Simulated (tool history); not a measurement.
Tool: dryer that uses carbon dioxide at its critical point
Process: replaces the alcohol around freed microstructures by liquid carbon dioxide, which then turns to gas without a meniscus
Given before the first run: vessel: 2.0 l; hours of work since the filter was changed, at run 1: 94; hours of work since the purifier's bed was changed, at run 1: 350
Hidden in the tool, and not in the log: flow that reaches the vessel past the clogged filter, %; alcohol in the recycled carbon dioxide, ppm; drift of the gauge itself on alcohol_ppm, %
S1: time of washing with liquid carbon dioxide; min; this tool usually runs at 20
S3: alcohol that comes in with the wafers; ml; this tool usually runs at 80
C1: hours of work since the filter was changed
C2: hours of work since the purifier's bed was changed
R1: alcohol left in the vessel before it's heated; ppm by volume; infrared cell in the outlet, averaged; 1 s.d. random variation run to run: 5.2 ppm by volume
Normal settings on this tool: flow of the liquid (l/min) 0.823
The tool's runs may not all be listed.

run 1 hour=0 | S1=20 flow_of_the_liquid_(l/min)=0.823 S3=80 | C1=94 C2=350 | R1=298
run 2 hour=31.6 | S1=20 flow_of_the_liquid_(l/min)=0.823 S3=80 | C1=112 C2=368 | R1=313
run 3 hour=84.5 | S1=20 flow_of_the_liquid_(l/min)=0.823 S3=80 | C1=141 C2=397 | R1=328
run 4 hour=152.6 | S1=20 flow_of_the_liquid_(l/min)=0.823 S3=80 | C1=179 C2=435 | R1=352
run 5 hour=209.5 | S1=20 flow_of_the_liquid_(l/min)=0.823 S3=80 | C1=211 C2=466 | R1=370
run 6 hour=277.3 | S1=20 flow_of_the_liquid_(l/min)=0.7 S3=80 | C1=248 C2=504 | R1=550
run 7 hour=331 | S1=20 flow_of_the_liquid_(l/min)=0.7 S3=80 | C1=278 C2=534 | R1=562
run 8 hour=393.4 | S1=20 flow_of_the_liquid_(l/min)=0.823 S3=72 | C1=313 C2=569 | R1=401
-- hour=410.8 purifier's bed changed
run 9 hour=464.1 | S1=20 flow_of_the_liquid_(l/min)=0.823 S3=80 | C1=350 C2=30 | R1=155
run 10 hour=515.9 | S1=20 flow_of_the_liquid_(l/min)=0.823 S3=80 | C1=379 C2=58 | R1=166
run 11 hour=572.4 | S1=20 flow_of_the_liquid_(l/min)=0.823 S3=80 | C1=410 C2=90 | R1=181
run 12 hour=638.7 | S1=20 flow_of_the_liquid_(l/min)=0.823 S3=80 | C1=447 C2=126 | R1=206
run 13 hour=682.6 | S1=20 flow_of_the_liquid_(l/min)=0.823 S3=80 | C1=471 C2=151 | R1=224
-- hour=715.6 inlet filter changed
run 14 hour=751.3 | S1=20 flow_of_the_liquid_(l/min)=0.823 S3=80 | C1=20 C2=188 | R1=185
run 15 hour=800.1 | S1=20 flow_of_the_liquid_(l/min)=0.823 S3=80 | C1=47 C2=215 | R1=204
run 16 hour=866.2 | S1=20 flow_of_the_liquid_(l/min)=0.823 S3=80 | C1=84 C2=252 | R1=208
run 17 hour=934.7 | S1=20 flow_of_the_liquid_(l/min)=0.823 S3=80 | C1=122 C2=290 | R1=227
run 18 hour=1002.5 | S1=20 flow_of_the_liquid_(l/min)=0.823 S3=80 | C1=159 C2=328 | R1=271
run 19 hour=1050.5 | S1=20 flow_of_the_liquid_(l/min)=0.823 S3=80 | C1=186 C2=354 | R1=277
run 20 hour=1098.9 | S1=20 flow_of_the_liquid_(l/min)=0.823 S3=80 | C1=213 C2=381 | R1=301
run 21 hour=1136.8 | S1=20 flow_of_the_liquid_(l/min)=0.823 S3=80 | C1=234 C2=402 | R1=302
run 22 hour=1190.5 | S1=20 flow_of_the_liquid_(l/min)=0.823 S3=61 | C1=263 C2=432 | R1=291
run 23 hour=1240 | S1=23 flow_of_the_liquid_(l/min)=0.823 S3=80 | C1=291 C2=460 | R1=268
run 24 hour=1292.5 | S1=23 flow_of_the_liquid_(l/min)=0.823 S3=80 | C1=320 C2=489 | R1=286
run 25 hour=1364.9 | S1=29 flow_of_the_liquid_(l/min)=0.823 S3=80 | C1=360 C2=529 | R1=268
run 26 hour=1414.2 | S1=21 flow_of_the_liquid_(l/min)=0.532 S3=80 | C1=388 C2=556 | R1=1062
-- hour=1453.4 purifier's bed changed
run 27 hour=1475.4 | S1=14 flow_of_the_liquid_(l/min)=1.303 S3=84 | C1=420 C2=12 | R1=98
run 28 hour=1540.6 | S1=23 flow_of_the_liquid_(l/min)=1.167 S3=60 | C1=456 C2=48 | R1=46
run 29 hour=1595.6 | S1=20 flow_of_the_liquid_(l/min)=0.679 S3=34 | C1=487 C2=79 | R1=205
-- hour=1601.9 inlet filter changed
run 30 hour=1648.4 | S1=15 flow_of_the_liquid_(l/min)=0.686 S3=49 | C1=26 C2=108 | R1=629
run 31 hour=1702.6 | S1=32 flow_of_the_liquid_(l/min)=0.9 S3=56 | C1=56 C2=138 | R1=65
run 32 hour=1767.2 | S1=32 flow_of_the_liquid_(l/min)=0.9 S3=56 | C1=92 C2=174 | R1=94
run 33 hour=1832.6 | S1=20 flow_of_the_liquid_(l/min)=1.076 S3=30 | C1=128 C2=210 | R1=116
run 34 hour=1877.6 | S1=20 flow_of_the_liquid_(l/min)=1.076 S3=36 | C1=153 C2=235 | R1=122
run 35 hour=1933.2 | S1=15 flow_of_the_liquid_(l/min)=0.642 S3=30 | C1=184 C2=266 | R1=608
run 36 hour=1994.1 | S1=15 flow_of_the_liquid_(l/min)=0.642 S3=30 | C1=218 C2=299 | R1=627
run 37 hour=2052.1 | S1=13 flow_of_the_liquid_(l/min)=1.229 S3=29 | C1=250 C2=332 | R1=214
run 38 hour=2103.8 | S1=25 flow_of_the_liquid_(l/min)=1.112 S3=67 | C1=279 C2=360 | R1=177
run 39 hour=2166.2 | S1=31 flow_of_the_liquid_(l/min)=0.768 S3=55 | C1=313 C2=395 | R1=200
run 40 hour=2225.2 | S1=20 flow_of_the_liquid_(l/min)=1.232 S3=47 | C1=346 C2=428 | R1=209
run 41 hour=2265.5 | S1=16 flow_of_the_liquid_(l/min)=0.823 S3=21 | C1=368 C2=450 | R1=319
run 42 hour=2319.9 | S1=16 flow_of_the_liquid_(l/min)=0.757 S3=104 | C1=398 C2=480 | R1=999
run 43 hour=2359.5 | S1=16 flow_of_the_liquid_(l/min)=0.757 S3=104 | C1=420 C2=502 | R1=1032
run 44 hour=2400 | S1=16 flow_of_the_liquid_(l/min)=0.757 S3=104 | C1=443 C2=525 | R1=1049
run 45 hour=2441.7 | S1=14 flow_of_the_liquid_(l/min)=1.084 S3=104 | C1=466 C2=548 | R1=565
-- hour=2486.5 inlet filter changed
run 46 hour=2488.1 | S1=31 flow_of_the_liquid_(l/min)=1.343 S3=92 | C1=1 C2=573 | R1=273

For each entry between runs, how does the tool's hidden state at the last listed run before it compare with that at the first listed run after it?
Logged between run 8 and run 9: purifier's bed changed (hour 410.8)
  flow that reaches the vessel past the clogged filter, %: 95 -> 94.4; alcohol in the recycled carbon dioxide, ppm: 300.5 -> 20.1
  what was measured, less what the result would be without the hidden state, R1: +324 -> +54 ppm by volume
Logged between run 13 and run 14: inlet filter changed (hour 715.6)
  flow that reaches the vessel past the clogged filter, %: 92.6 -> 99.5; alcohol in the recycled carbon dioxide, ppm: 77.2 -> 93.4
  what was measured, less what the result would be without the hidden state, R1: +124 -> +91 ppm by volume
Logged between run 26 and run 27: purifier's bed changed (hour 1453.4)
  flow that reaches the vessel past the clogged filter, %: 93.9 -> 93.4; alcohol in the recycled carbon dioxide, ppm: 263.9 -> 13
  what was measured, less what the result would be without the hidden state, R1: +434 -> +36 ppm by volume
Logged between run 29 and run 30: inlet filter changed (hour 1601.9)
  flow that reaches the vessel past the clogged filter, %: 92.4 -> 99.2; alcohol in the recycled carbon dioxide, ppm: 45.7 -> 60
  what was measured, less what the result would be without the hidden state, R1: +92 -> +72 ppm by volume
Logged between run 45 and run 46: inlet filter changed (hour 2486.5)
  flow that reaches the vessel past the clogged filter, %: 92.7 -> 99; alcohol in the recycled carbon dioxide, ppm: 262.6 -> 274.6
  what was measured, less what the result would be without the hidden state, R1: +357 -> +273 ppm by volume
